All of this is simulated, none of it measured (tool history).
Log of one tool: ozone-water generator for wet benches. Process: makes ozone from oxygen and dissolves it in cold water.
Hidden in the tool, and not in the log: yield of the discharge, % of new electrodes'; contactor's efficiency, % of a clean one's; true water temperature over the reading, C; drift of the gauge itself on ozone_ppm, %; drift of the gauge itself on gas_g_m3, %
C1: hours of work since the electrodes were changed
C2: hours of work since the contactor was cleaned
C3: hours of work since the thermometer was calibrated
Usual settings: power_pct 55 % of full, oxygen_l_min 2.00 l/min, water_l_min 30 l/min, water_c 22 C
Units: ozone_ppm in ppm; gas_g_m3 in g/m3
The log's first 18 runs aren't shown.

{"run": 19, "hour": 1782.8, "power_pct": 72, "oxygen_l_min": 2.26, "water_l_min": 30, "water_c": 27, "C1": 5004, "C2": 2025, "C3": 713, "ozone_ppm": 6.8, "gas_g_m3": 197.2}
{"run": 20, "hour": 1915.9, "power_pct": 55, "oxygen_l_min": 1.02, "water_l_min": 26, "water_c": 18, "C1": 5107, "C2": 2127, "C3": 815, "ozone_ppm": 5.5, "gas_g_m3": 245.9}
{"run": 21, "hour": 2045.4, "power_pct": 55, "oxygen_l_min": 1.42, "water_l_min": 30, "water_c": 16, "C1": 5206, "C2": 2227, "C3": 914, "ozone_ppm": 5.3, "gas_g_m3": 205.0}
{"run": 22, "hour": 2117.7, "power_pct": 52, "oxygen_l_min": 2.0, "water_l_min": 27, "water_c": 22, "C1": 5261, "C2": 2282, "C3": 970, "ozone_ppm": 6.2, "gas_g_m3": 160.6}
{"run": 23, "hour": 2224.3, "power_pct": 55, "oxygen_l_min": 1.02, "water_l_min": 30, "water_c": 22, "C1": 5343, "C2": 2364, "C3": 1051, "ozone_ppm": 4.8, "gas_g_m3": 246.2}
{"run": 24, "hour": 2308.6, "power_pct": 55, "oxygen_l_min": 2.0, "water_l_min": 30, "water_c": 28, "C1": 5408, "C2": 2428, "C3": 1116, "ozone_ppm": 5.4, "gas_g_m3": 168.9}
{"run": 25, "hour": 2395.2, "power_pct": 98, "oxygen_l_min": 2.0, "water_l_min": 30, "water_c": 28, "C1": 5474, "C2": 2495, "C3": 1182, "ozone_ppm": 8.5, "gas_g_m3": 268.5}
{"run": 26, "hour": 2453.6, "power_pct": 98, "oxygen_l_min": 2.0, "water_l_min": 30, "water_c": 28, "C1": 5519, "C2": 2539, "C3": 1227, "ozone_ppm": 8.3, "gas_g_m3": 267.3}
{"run": 27, "hour": 2546.4, "power_pct": 55, "oxygen_l_min": 2.0, "water_l_min": 31, "water_c": 22, "C1": 5590, "C2": 2611, "C3": 1298, "ozone_ppm": 5.2, "gas_g_m3": 168.5}
{"run": 28, "hour": 2608.4, "power_pct": 55, "oxygen_l_min": 1.22, "water_l_min": 31, "water_c": 15, "C1": 5637, "C2": 2658, "C3": 1346, "ozone_ppm": 4.8, "gas_g_m3": 223.4}
{"run": 29, "hour": 2669.9, "power_pct": 55, "oxygen_l_min": 1.13, "water_l_min": 30, "water_c": 29, "C1": 5685, "C2": 2705, "C3": 1393, "ozone_ppm": 4.3, "gas_g_m3": 230.6}
{"run": 30, "hour": 2746.6, "power_pct": 55, "oxygen_l_min": 2.0, "water_l_min": 34, "water_c": 22, "C1": 5743, "C2": 2764, "C3": 1452, "ozone_ppm": 4.7, "gas_g_m3": 167.2}
{"run": 31, "hour": 2883.5, "power_pct": 55, "oxygen_l_min": 2.0, "water_l_min": 25, "water_c": 24, "C1": 5848, "C2": 2869, "C3": 1557, "ozone_ppm": 6.6, "gas_g_m3": 166.4}
{"run": 32, "hour": 2975.2, "power_pct": 55, "oxygen_l_min": 2.0, "water_l_min": 25, "water_c": 24, "C1": 5919, "C2": 2939, "C3": 1627, "ozone_ppm": 6.6, "gas_g_m3": 165.6}

3 ways to go on from here, each from the tool as it stands after run 32. What would each give?
{"run": "A", "hour": 3091.6, "power_pct": 54, "oxygen_l_min": 2.0, "water_l_min": 35, "water_c": 22, "C1": 6008, "C2": 3028, "C3": 1716, "ozone_ppm": "?", "gas_g_m3": "?"}
{"run": "B", "hour": 3091.6, "power_pct": 97, "oxygen_l_min": 2.0, "water_l_min": 25, "water_c": 24, "C1": 6008, "C2": 3028, "C3": 1716, "ozone_ppm": "?", "gas_g_m3": "?"}
{"run": "C", "hour": 3091.6, "power_pct": 55, "oxygen_l_min": 1.04, "water_l_min": 30, "water_c": 22, "C1": 6008, "C2": 3028, "C3": 1716, "ozone_ppm": "?", "gas_g_m3": "?"}

run=A ozone_ppm=4.5 gas_g_m3=165.4
run=B ozone_ppm=10.5 gas_g_m3=261.6
run=C ozone_ppm=4.3 gas_g_m3=242.8
Without the tool's hidden state the same runs would have given:
run=A ozone_ppm=4.9 gas_g_m3=175.4
run=B ozone_ppm=11.9 gas_g_m3=287.8
run=C ozone_ppm=4.8 gas_g_m3=257.8
